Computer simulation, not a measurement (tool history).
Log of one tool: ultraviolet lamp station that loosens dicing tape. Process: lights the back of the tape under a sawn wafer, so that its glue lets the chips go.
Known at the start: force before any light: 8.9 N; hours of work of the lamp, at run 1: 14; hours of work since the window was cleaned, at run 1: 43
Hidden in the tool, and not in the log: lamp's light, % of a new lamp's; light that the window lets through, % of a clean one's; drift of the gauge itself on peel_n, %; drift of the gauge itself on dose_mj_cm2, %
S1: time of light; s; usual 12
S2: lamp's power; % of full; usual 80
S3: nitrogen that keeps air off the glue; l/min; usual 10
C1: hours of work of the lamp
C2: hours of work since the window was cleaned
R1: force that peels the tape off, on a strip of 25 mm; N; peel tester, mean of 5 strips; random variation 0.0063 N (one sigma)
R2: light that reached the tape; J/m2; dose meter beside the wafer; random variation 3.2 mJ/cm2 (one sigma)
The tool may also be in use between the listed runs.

run   hour  S1  S2  S3   C1   C2     R1    R2
  1      0  12  80  10   14   43  0.204  4900
  2    8.4  12  91  10   19   47  0.152  5530
  3   20.1  12  91  10   25   54  0.162  5490
  4   25.5  12  91  10   28   57  0.159  5480
  5   34.7  12  91  10   33   62  0.166  5500
  6   44.6  12  88  10   38   67  0.175  5230
  7   50.2  12  88  10   41   70  0.173  5280
  8   55.6  12  88  10   44   73  0.172  5230
  9   65.8  12  94  10   50   79  0.159  5600
 10   77.5  12  94  10   56   85  0.164  5630
 11   83.8  12  80  10   60   88  0.216  4710
 12   89.4  12  80  10   63   91  0.229  4750
 13   97.3  12  80  10   67   96  0.217  4720
 14  104.1  12  80  10   71   99  0.233  4700
 15    116  12  80  10   77  106   0.22  4660
 16  124.3  12  80  10   82  110  0.218  4630
 17  137.6  12  80  10   89  118  0.224  4630
 18  143.5  12  80  10   92  121  0.223  4630
 19  149.4  12  80  10   95  124  0.232  4560
 20  161.3  12  80  10  102  131  0.221  4580
 21  168.3  12  80  10  105  134  0.241  4590
 22  177.4  12  80  10  110  139  0.237  4540
 23  188.7   8  68   8  117  145  0.954  2580
 24  200.4   8  68   8  123  152  0.997  2570
 25  210.5   8  91   4  128  157  0.767  3370
 26  218.3  15  76   6  133  161  0.214  5340
 27  230.4  19  76  10  139  168  0.134  6690
 28    238  19  76  10  143  172  0.136  6700
 29  243.5  12  73  10  146  175  0.315  4060
 30  250.5   6  80   5  150  179   1.66  2200
 31  261.3  10  91   5  156  185  0.403  4220
 32  269.6  10  85   5  160  189  0.516  3870
 33  277.9  17  80  10  165  194  0.135  6140
 34  283.6   8  80   8  168  197  0.779  2910
 35  294.9  12  61  10  174  203  0.497  3320
 36  306.8  13  85  17  181  209  0.169  4940
 37  316.1  16  85  17  186  214  0.128  6050
 38  322.6  16  85  17  189  218   0.13  6020
 39  330.8  16  85  17  194  222  0.138  6050
 40    337  16  85   7  197  226  0.158  6000
 41    350   8  80  10  204  233  0.722  2780
 42    363   8  80  10  211  240  0.734  2800
 43  368.4   8  80  10  214  243  0.717  2820

Forecast each of these 5 alternatives for the next run:
  A   376  12  84  10  218  247   ?   ?
  B   376   8  68   9  218  247   ?   ?
  C   376  17  77   5  218  247   ?   ?
  D   376   8  71  10  218  247   ?   ?
  E   376  15  80  10  218  247   ?   ?

run     R1    R2
  A  0.237  4420
  B  1.089  2390
  C  0.203  5660
  D  0.979  2490
  E  0.182  5220
Without the tool's hidden state the same runs would have given:
run     R1    R2
  A  0.164  5270
  B  0.748  2850
  C  0.152  6750
  D  0.664  2970
  E  0.143  6230
